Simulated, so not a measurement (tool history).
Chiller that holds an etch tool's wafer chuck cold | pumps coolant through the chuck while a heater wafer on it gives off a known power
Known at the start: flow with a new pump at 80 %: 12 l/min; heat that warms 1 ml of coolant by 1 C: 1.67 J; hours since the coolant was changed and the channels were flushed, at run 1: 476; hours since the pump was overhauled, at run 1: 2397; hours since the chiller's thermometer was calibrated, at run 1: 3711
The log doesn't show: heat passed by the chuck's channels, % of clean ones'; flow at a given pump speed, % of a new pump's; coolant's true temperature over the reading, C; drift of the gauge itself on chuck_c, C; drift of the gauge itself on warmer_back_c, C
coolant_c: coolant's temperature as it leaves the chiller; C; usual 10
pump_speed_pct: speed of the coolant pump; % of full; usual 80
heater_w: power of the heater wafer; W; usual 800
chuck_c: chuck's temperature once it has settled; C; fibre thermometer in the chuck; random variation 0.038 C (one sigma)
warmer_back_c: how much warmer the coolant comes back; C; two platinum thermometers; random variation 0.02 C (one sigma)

run	day	coolant_c	pump_speed_pct	heater_w	hours since the coolant was changed and the channels were flushed	hours since the pump was overhauled	hours since the chiller's thermometer was calibrated	chuck_c	warmer_back_c
1	0	10	80	800	476	2397	3711	15.49	2.52
2	2.329	10	73	800	532	2453	3767	15.86	2.81
3	4.396	10	73	800	581	2502	3817	15.87	2.78
4	6.171	10	73	800	624	2545	3859	15.87	2.77
5	7.342	10	80	598	652	2573	3887	13.97	1.92
6	9.538	10	80	598	705	2626	3940	13.83	1.9
7	11.512	10	97	598	752	2673	3987	13.34	1.53
8	12.783	13	80	800	783	2703	4018	18.57	2.54
9	14.454	13	80	800	823	2744	4058	18.56	2.52
10	16.588	13	80	800	874	2795	4109	18.55	2.53
11	18.721	13	80	800	925	2846	4160	18.59	2.54
12	20.733	13	80	800	974	2894	4209	18.55	2.55
13	22.317	10	80	899	1012	2932	4247	16.28	2.88
14	23.871	10	80	800	1049	2970	4284	15.56	2.56
15	25.421	10	80	800	1086	3007	4321	15.51	2.58
16	26.875	10	95	800	1121	3042	4356	14.91	2.16
17	28.942	10	95	800	1171	3091	4406	14.99	2.14
18	31.529	10	87	420	1233	3153	4468	12.2	1.2
19	33.304	10	87	420	1275	3196	4510	12.29	1.23
20	35.979	17	82	505	1339	3260	4574	20.1	1.6
21	38.662	11	82	505	1404	3325	4639	14.14	1.55
22	39.862	10	70	800	1433	3353	4668	16.08	2.99
23	41.288	10	67	502	1467	3388	4702	13.61	2
24	43.021	10	67	502	1508	3429	4743	13.46	1.97
# day 43.95: chiller's thermometer calibrated
25	45.708	8	66	723	1572	3493	42	14.63	2.85
26	47.812	10	72	1011	1622	3543	93	18.87	3.69
27	49.929	10	72	1011	1673	3594	144	18.91	3.69
28	51.933	10	98	810	1721	3642	192	15.95	2.18
29	53.383	10	98	810	1756	3677	226	15.88	2.13
30	54.904	10	74	800	1793	3713	263	16.9	2.83
31	57.438	5	82	805	1853	3774	324	11.64	2.51

How the hidden state differs across the entries between the runs, from the last listed run before each to the first after it:
Between runs 24 and 25: chiller's thermometer calibrated (day 43.95)
  heat passed by the chuck's channels, % of clean ones': 92.9 -> 92.7; flow at a given pump speed, % of a new pump's: 92.9 -> 92.7; coolant's true temperature over the reading, C: -1.07 -> -0.08
  measured less the result without the state, chuck_c: -0.65 -> +0.55 C; warmer_back_c: +0.14 -> +0.21 C
